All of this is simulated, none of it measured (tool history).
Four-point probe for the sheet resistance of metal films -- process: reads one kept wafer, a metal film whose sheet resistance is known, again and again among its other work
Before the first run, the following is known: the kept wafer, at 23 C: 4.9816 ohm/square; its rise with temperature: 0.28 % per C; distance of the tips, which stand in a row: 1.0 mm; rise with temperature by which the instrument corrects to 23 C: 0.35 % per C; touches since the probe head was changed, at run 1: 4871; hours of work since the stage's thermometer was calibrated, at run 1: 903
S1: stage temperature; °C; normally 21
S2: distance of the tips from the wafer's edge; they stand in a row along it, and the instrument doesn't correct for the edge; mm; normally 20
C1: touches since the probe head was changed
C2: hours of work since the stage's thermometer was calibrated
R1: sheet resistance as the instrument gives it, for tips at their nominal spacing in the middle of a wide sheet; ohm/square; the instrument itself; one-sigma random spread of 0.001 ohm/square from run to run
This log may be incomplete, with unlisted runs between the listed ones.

run 1 hour=0 | S1=21 S2=20 | C1=4871 C2=903 | R1=4.994063
run 2 hour=27.7 | S1=21 S2=20 | C1=5389 C2=923 | R1=4.992868
run 3 hour=52.9 | S1=21 S2=20 | C1=5859 C2=941 | R1=4.994233
run 4 hour=102.8 | S1=21 S2=20 | C1=6793 C2=977 | R1=4.994511
run 5 hour=135.5 | S1=21 S2=20 | C1=7403 C2=1001 | R1=4.993185
run 6 hour=184.7 | S1=21 S2=20 | C1=8322 C2=1036 | R1=4.994153
run 7 hour=227.2 | S1=21 S2=20 | C1=9117 C2=1067 | R1=4.992427
run 8 hour=275.1 | S1=21 S2=20 | C1=10012 C2=1102 | R1=4.993055
run 9 hour=317 | S1=21 S2=20 | C1=10795 C2=1132 | R1=4.99292
run 10 hour=353.8 | S1=21 S2=20 | C1=11484 C2=1158 | R1=4.99113
run 11 hour=380.3 | S1=34 S2=20 | C1=11977 C2=1177 | R1=4.947183
run 12 hour=425.2 | S1=34 S2=20 | C1=12817 C2=1210 | R1=4.946444
run 13 hour=449.7 | S1=34 S2=20 | C1=13276 C2=1228 | R1=4.947482
-- hour=453 stage's thermometer calibrated
run 14 hour=501.9 | S1=34 S2=20 | C1=14241 C2=35 | R1=4.947567
run 15 hour=540.6 | S1=34 S2=20 | C1=14964 C2=63 | R1=4.949076
-- hour=568.6 stage's thermometer calibrated, once more
run 16 hour=588.8 | S1=21 S2=20 | C1=15855 C2=15 | R1=4.988828
run 17 hour=630.7 | S1=21 S2=20 | C1=16639 C2=45 | R1=4.989589
run 18 hour=654.6 | S1=34 S2=20 | C1=17085 C2=62 | R1=4.943208
run 19 hour=685.7 | S1=34 S2=20 | C1=17667 C2=85 | R1=4.943968
run 20 hour=733.2 | S1=34 S2=20 | C1=18555 C2=119 | R1=4.941354
run 21 hour=766.8 | S1=34 S2=20 | C1=19183 C2=143 | R1=4.943928
run 22 hour=792.5 | S1=34 S2=20 | C1=19662 C2=162 | R1=4.942955
run 23 hour=823.1 | S1=23 S2=12 | C1=20234 C2=184 | R1=4.993455
run 24 hour=844.6 | S1=23 S2=12 | C1=20637 C2=199 | R1=4.993086
run 25 hour=888.9 | S1=24 S2=12 | C1=21463 C2=231 | R1=4.990167
run 26 hour=940.5 | S1=24 S2=12 | C1=22428 C2=268 | R1=4.987354
run 27 hour=969.7 | S1=22 S2=24 | C1=22974 C2=290 | R1=4.981314
run 28 hour=1007.9 | S1=22 S2=24 | C1=23688 C2=317 | R1=4.981669
run 29 hour=1045.9 | S1=22 S2=24 | C1=24397 C2=345 | R1=4.983006
run 30 hour=1096.3 | S1=19 S2=13 | C1=25340 C2=381 | R1=5.004374
run 31 hour=1148 | S1=21 S2=33 | C1=26306 C2=418 | R1=4.983386
run 32 hour=1172.7 | S1=21 S2=33 | C1=26768 C2=436 | R1=4.984156
run 33 hour=1196.3 | S1=21 S2=5 | C1=27208 C2=453 | R1=5.084807
run 34 hour=1227.7 | S1=32 S2=9 | C1=27795 C2=476 | R1=4.973683
run 35 hour=1270.5 | S1=22 S2=9 | C1=28596 C2=507 | R1=5.011074
run 36 hour=1296.9 | S1=30 S2=9 | C1=29089 C2=526 | R1=4.980428
run 37 hour=1337.3 | S1=21 S2=30 | C1=29843 C2=555 | R1=4.984561

Run 38 comes next. What will it give?
run 38 hour=1383.7 | S1=21 S2=22 | C1=30711 C2=588 | R1=?

Logged for run 38: R1 4.985202 ohm/square.
Had the tool carried no hidden state, the very same run would have given R1 4.993854 ohm/square.

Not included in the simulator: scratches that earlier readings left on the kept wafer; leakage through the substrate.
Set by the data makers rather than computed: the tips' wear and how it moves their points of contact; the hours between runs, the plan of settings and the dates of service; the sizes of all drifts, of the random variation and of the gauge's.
